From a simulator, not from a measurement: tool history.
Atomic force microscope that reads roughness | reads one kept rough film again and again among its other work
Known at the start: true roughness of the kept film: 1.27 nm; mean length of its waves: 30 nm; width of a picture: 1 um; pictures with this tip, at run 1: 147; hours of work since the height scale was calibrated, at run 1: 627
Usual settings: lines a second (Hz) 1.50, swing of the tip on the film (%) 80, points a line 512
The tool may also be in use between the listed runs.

run	day	lines a second (Hz)	swing of the tip on the film (%)	points a line	pictures with this tip	hours of work since the height scale was calibrated	roughness of the kept film (nm (root mean square))
1	0.000	1.50	80	512	147	627	1.058
2	1.033	1.50	80	512	177	638	1.044
3	1.962	1.50	80	512	204	647	1.028
4	2.796	1.50	80	512	228	656	1.026
5	3.996	1.50	80	512	263	668	1.018
# day 5.321: new tip fitted
6	5.454	1.50	80	512	4	683	1.124
7	6.533	1.50	80	512	35	694	1.108
8	7.629	1.50	80	512	67	706	1.099
9	8.462	1.50	80	512	91	714	1.088
10	9.312	1.50	80	512	116	723	1.082
11	10.604	1.50	80	512	154	737	1.060
12	11.662	1.50	80	512	184	747	1.053
13	13.125	1.50	80	512	227	763	1.047
14	13.912	1.50	80	512	250	771	1.022
15	15.371	1.50	80	512	292	786	1.018
# day 15.662: new tip fitted
16	16.088	0.66	56	512	13	793	1.236
17	17.642	0.66	56	512	58	809	1.199
18	18.404	0.66	76	512	80	817	1.176
19	19.850	3.75	76	629	122	832	0.976
20	20.946	1.60	58	629	154	843	1.137

What will run 21 give?
21	21.758	0.54	83	365	178	852	?

{"run 21": {"roughness of the kept film (nm (root mean square))": 1.117}}
On a tool with no hidden condition, and with the same random variation, this run would have come out at roughness of the kept film (nm (root mean square)) 1.169.
